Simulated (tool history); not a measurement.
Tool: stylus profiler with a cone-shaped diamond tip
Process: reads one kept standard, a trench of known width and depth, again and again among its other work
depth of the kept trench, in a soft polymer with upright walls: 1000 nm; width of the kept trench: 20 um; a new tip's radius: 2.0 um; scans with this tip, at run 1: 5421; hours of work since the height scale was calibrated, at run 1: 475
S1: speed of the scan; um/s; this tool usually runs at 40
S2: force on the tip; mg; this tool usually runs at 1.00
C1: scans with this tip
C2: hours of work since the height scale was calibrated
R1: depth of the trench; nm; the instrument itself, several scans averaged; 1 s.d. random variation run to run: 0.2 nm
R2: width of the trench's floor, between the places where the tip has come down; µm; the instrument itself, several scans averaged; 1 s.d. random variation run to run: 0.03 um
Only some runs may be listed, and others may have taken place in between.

run,hour,S1,S2,C1,C2,R1,R2
1,0.0,40,1.00,5421,475,1006.72,15.58
2,35.0,40,1.00,5640,494,1007.02,15.51
3,63.7,40,1.00,5819,510,1006.39,15.52
4,96.3,40,1.00,6024,528,1006.67,15.45
5,117.0,40,1.00,6153,539,1006.98,15.46
6,146.7,59,1.00,6339,556,1006.42,15.32
7,180.3,59,0.58,6550,574,1005.27,15.17
8,213.7,40,1.00,6758,593,1006.82,15.42
9,251.2,40,1.00,6993,613,1007.17,15.37
10,288.2,160,1.85,7225,633,1009.70,14.86
11,316.1,11,1.29,7399,649,1007.81,15.50
12,353.0,11,1.29,7630,669,1008.12,15.45
13,385.3,17,0.36,7833,687,1004.70,15.33
14,406.1,17,0.36,7963,698,1004.55,15.26
15,436.1,42,0.48,8150,715,1005.47,15.14

Alternative continuations, all from the tool just after run 15; predict every row:
A,470.6,100,2.58,8366,733,?,?
B,470.6,16,2.78,8366,733,?,?
C,470.6,88,1.00,8366,733,?,?
D,470.6,156,0.59,8366,733,?,?

run,R1,R2
A,1012.42,15.07
B,1013.15,15.37
C,1007.38,14.86
D,1005.54,14.13
Stripped of hidden state, with their random variation kept, the same runs would have yielded:
run,R1,R2
A,1010.49,16.17
B,1011.22,16.48
C,1005.46,15.96
D,1003.63,15.23
